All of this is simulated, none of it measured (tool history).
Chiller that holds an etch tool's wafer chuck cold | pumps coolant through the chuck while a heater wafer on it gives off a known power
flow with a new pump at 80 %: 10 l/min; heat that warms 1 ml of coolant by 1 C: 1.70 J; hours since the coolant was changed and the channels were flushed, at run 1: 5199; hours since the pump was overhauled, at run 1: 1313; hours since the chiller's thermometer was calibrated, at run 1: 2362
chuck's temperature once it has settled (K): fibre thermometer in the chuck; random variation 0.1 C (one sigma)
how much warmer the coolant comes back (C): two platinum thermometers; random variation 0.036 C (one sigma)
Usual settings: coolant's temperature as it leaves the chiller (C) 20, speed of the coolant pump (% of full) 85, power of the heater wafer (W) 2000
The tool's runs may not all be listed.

run   hour  coolant's temperature as it leaves the chiller (C)  speed of the coolant pump (% of full)  power of the heater wafer (W)  hours since the coolant was changed and the channels were flushed  hours since the pump was overhauled  hours since the chiller's thermometer was calibrated  chuck's temperature once it has settled (K)  how much warmer the coolant comes back (C)
  1    0.0                                                  20                                     85                           2000                                                               5199                                 1313                                                  2362                                       309.75                                        6.65
  2   18.2                                                  20                                     85                           2000                                                               5218                                 1331                                                  2380                                       309.65                                        6.65
  3   51.6                                                  18                                     85                           2000                                                               5251                                 1364                                                  2414                                       307.65                                        6.74
  4   88.5                                                  20                                     85                           2000                                                               5288                                 1401                                                  2451                                       309.65                                        6.61
  5  109.8                                                  20                                     85                           2000                                                               5309                                 1423                                                  2472                                       309.65                                        6.61
  6  145.4                                                  20                                     85                           2000                                                               5345                                 1458                                                  2507                                       309.65                                        6.65
  7  182.8                                                  12                                     94                           1381                                                               5382                                 1496                                                  2545                                       295.75                                        4.15
  8  197.8                                                  12                                     94                           1381                                                               5397                                 1511                                                  2560                                       295.75                                        4.16
  9  229.3                                                  22                                     94                           1127                                                               5429                                 1542                                                  2591                                       303.75                                        3.40
 10  263.6                                                  20                                     77                           1618                                                               5463                                 1577                                                  2626                                       307.55                                        5.91

5 ways to go on from here, each from the tool as it stands after run 10. What would each give?
  A  291.5                                                  21                                     77                           1618                                                               5491                                 1604                                                  2654                                            ?                                           ?
  B  291.5                                                  27                                     85                           2000                                                               5491                                 1604                                                  2654                                            ?                                           ?
  C  291.5                                                  20                                     77                           1384                                                               5491                                 1604                                                  2654                                            ?                                           ?
  D  291.5                                                  26                                     70                           2027                                                               5491                                 1604                                                  2654                                            ?                                           ?
  E  291.5                                                  13                                     84                           1475                                                               5491                                 1604                                                  2654                                            ?                                           ?

run  chuck's temperature once it has settled (K)  how much warmer the coolant comes back (C)
  A                                       308.45                                        5.96
  B                                       316.75                                        6.66
  C                                       305.45                                        5.09
  D                                       318.35                                        8.16
  E                                       298.65                                        4.97
Without the tool's hidden state the same runs would have given:
run  chuck's temperature once it has settled (K)  how much warmer the coolant comes back (C)
  A                                       308.45                                        5.96
  B                                       316.75                                        6.66
  C                                       305.45                                        5.09
  D                                       318.35                                        8.16
  E                                       298.65                                        4.97
